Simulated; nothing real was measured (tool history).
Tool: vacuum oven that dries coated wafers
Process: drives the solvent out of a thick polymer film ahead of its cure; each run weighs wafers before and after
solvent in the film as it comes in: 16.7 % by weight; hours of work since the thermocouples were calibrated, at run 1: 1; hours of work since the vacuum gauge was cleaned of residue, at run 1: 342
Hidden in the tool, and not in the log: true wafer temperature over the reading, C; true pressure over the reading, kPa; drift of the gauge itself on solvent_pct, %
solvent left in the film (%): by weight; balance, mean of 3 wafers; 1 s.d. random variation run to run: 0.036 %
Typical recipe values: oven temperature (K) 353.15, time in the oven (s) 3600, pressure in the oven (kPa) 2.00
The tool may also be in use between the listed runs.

run	hour	oven temperature (K)	time in the oven (s)	pressure in the oven (kPa)	hours of work since the thermocouples were calibrated	hours of work since the vacuum gauge was cleaned of residue	solvent left in the film (%)
1	0.0	353.15	3600	2.00	1	342	2.56
2	11.5	353.15	3600	2.00	8	349	2.53
3	26.1	353.15	3600	2.00	16	357	2.63
4	37.9	353.15	3600	2.00	23	364	2.52
5	46.4	353.15	3600	2.00	28	369	2.49
6	58.7	353.15	3600	2.00	35	375	2.51
7	70.1	353.15	3600	2.00	41	382	2.59
8	80.2	344.15	3600	2.00	47	388	4.22
9	94.9	344.15	3600	2.00	55	396	4.21
10	108.9	344.15	3600	2.00	63	404	4.34
11	121.9	344.15	3600	2.00	70	411	4.26
12	129.1	344.15	3600	2.00	74	415	4.33
13	141.7	353.15	3600	2.00	81	422	2.56
14	156.0	353.15	3600	2.00	90	430	2.53
15	166.3	353.15	3600	2.00	95	436	2.49
16	179.2	353.15	3600	2.00	103	444	2.50
17	186.1	351.15	2280	2.00	107	448	4.04
18	193.6	353.15	3060	1.78	111	452	2.63
19	204.5	353.15	3060	1.78	117	458	2.62
20	215.4	353.15	3060	1.78	123	464	2.66
21	223.8	345.15	3600	2.00	128	469	4.05
22	229.9	363.15	2940	5.48	131	472	4.04
23	239.9	342.15	2160	1.94	137	478	6.59
24	251.3	340.15	2460	2.35	143	484	7.18
25	263.0	340.15	1980	3.06	150	491	8.76
26	275.1	346.15	3600	2.68	157	498	4.64
27	286.6	351.15	6180	5.07	163	504	5.66
28	298.2	349.15	3600	1.68	170	511	2.78
29	310.4	353.15	5880	4.90	177	518	5.09

Branching from run 29: 3 alternative next runs. What would each branch give?
A	317.4	353.15	3600	6.01	181	522	?
B	317.4	355.15	2100	1.27	181	522	?
C	317.4	353.15	2100	4.90	181	522	?

run	solvent left in the film (%)
A	6.46
B	2.95
C	6.46
Without the tool's hidden state the same runs would have given:
run	solvent left in the film (%)
A	6.46
B	2.94
C	6.45
